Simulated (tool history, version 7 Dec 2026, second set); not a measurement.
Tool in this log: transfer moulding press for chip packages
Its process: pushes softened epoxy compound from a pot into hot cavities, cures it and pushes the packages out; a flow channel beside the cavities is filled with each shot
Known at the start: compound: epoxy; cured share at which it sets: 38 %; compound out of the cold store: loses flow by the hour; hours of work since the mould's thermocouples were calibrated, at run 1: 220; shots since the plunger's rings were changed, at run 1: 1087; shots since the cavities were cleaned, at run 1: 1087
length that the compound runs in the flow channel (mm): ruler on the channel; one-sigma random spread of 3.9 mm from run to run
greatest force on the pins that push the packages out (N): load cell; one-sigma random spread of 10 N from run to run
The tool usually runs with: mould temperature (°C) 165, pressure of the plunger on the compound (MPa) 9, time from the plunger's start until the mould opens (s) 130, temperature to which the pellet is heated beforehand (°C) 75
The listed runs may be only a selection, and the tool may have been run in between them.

run	hour	mould temperature (°C)	pressure of the plunger on the compound (MPa)	time from the plunger's start until the mould opens (s)	temperature to which the pellet is heated beforehand (°C)	hours of work since the mould's thermocouples were calibrated	shots since the plunger's rings were changed	shots since the cavities were cleaned	incoming compound's hours out of the cold store	length that the compound runs in the flow channel (mm)	greatest force on the pins that push the packages out (N)
1	0	165	9	130	75	220	1087	1087	45.8	800	680
# hour 9.1: cavities cleaned with cleaning compound and waxed
2	15.7	165	9	130	75	231	1239	70	21.7	843	490
3	29.9	165	9	130	75	241	1391	222	25.3	833	531
4	39.7	165	9	130	75	248	1495	326	43.5	798	556
5	53.4	165	9	130	75	258	1642	473	17.9	846	599
6	61.9	165	9	130	75	264	1733	564	23.8	834	602
7	71.3	165	9	130	75	271	1833	664	27.1	826	610
8	85.1	165	9	130	75	281	1980	811	25	831	635
9	95.1	160	9	130	75	289	2088	919	30.8	837	803
10	106.7	160	9	130	75	297	2211	1042	27.5	842	833
# hour 119.5: cavities cleaned with cleaning compound and waxed
11	120.3	160	9	130	75	306	2341	9	31.8	826	566
12	128.2	160	9	130	75	312	2425	93	39.5	821	619
13	139.1	160	9	130	75	320	2542	210	8.2	871	704
14	147.3	160	9	130	75	326	2629	297	43.3	802	708
15	156.1	165	9	130	75	333	2724	392	19.3	827	581
16	168.7	165	9	125	75	342	2859	527	39.9	794	594
17	174.8	165	9	125	75	346	2923	591	17.2	835	633
18	184.9	165	9	125	75	354	3031	699	16.4	835	646
19	194.3	160	9	128	83	360	3132	800	27.9	828	781
20	200.8	168	9	137	83	365	3201	869	19.5	806	583
21	212.4	169	9	131	78	374	3326	994	8.2	836	610
22	223.1	169	9	131	78	382	3440	1108	24.5	812	615
# hour 229.7: cavities cleaned with cleaning compound and waxed
23	238.8	169	9	131	78	392	3591	96	42.9	768	452
# hour 247.7: plunger's sealing rings changed
24	251.5	172	9	125	78	400	41	206	24	833	475
25	264.1	172	9	170	77	409	176	341	25.8	824	524
26	271.4	165	9	139	75	414	253	418	47.8	796	546
27	278.6	165	9	151	75	419	330	495	35.7	823	526
28	286.9	165	10.46	130	85	426	419	584	10.1	944	616
29	296.6	162	10.46	111	75	433	523	688	21.5	926	877

Consider 3 possible next runs. They are alternatives, not a sequence: every one starts from the tool as it was left by run 29. What does each give?
A	307.5	161	10.46	111	77	441	639	804	36.6	?	?
B	307.5	171	10.56	129	75	441	639	804	47.1	?	?
C	307.5	162	9.93	111	82	441	639	804	15.3	?	?

run	length that the compound runs in the flow channel (mm)	greatest force on the pins that push the packages out (N)
A	902	978
B	848	578
C	919	912
Stripped of hidden state, with their random variation kept, the same runs would have yielded:
run	length that the compound runs in the flow channel (mm)	greatest force on the pins that push the packages out (N)
A	913	753
B	858	419
C	931	703
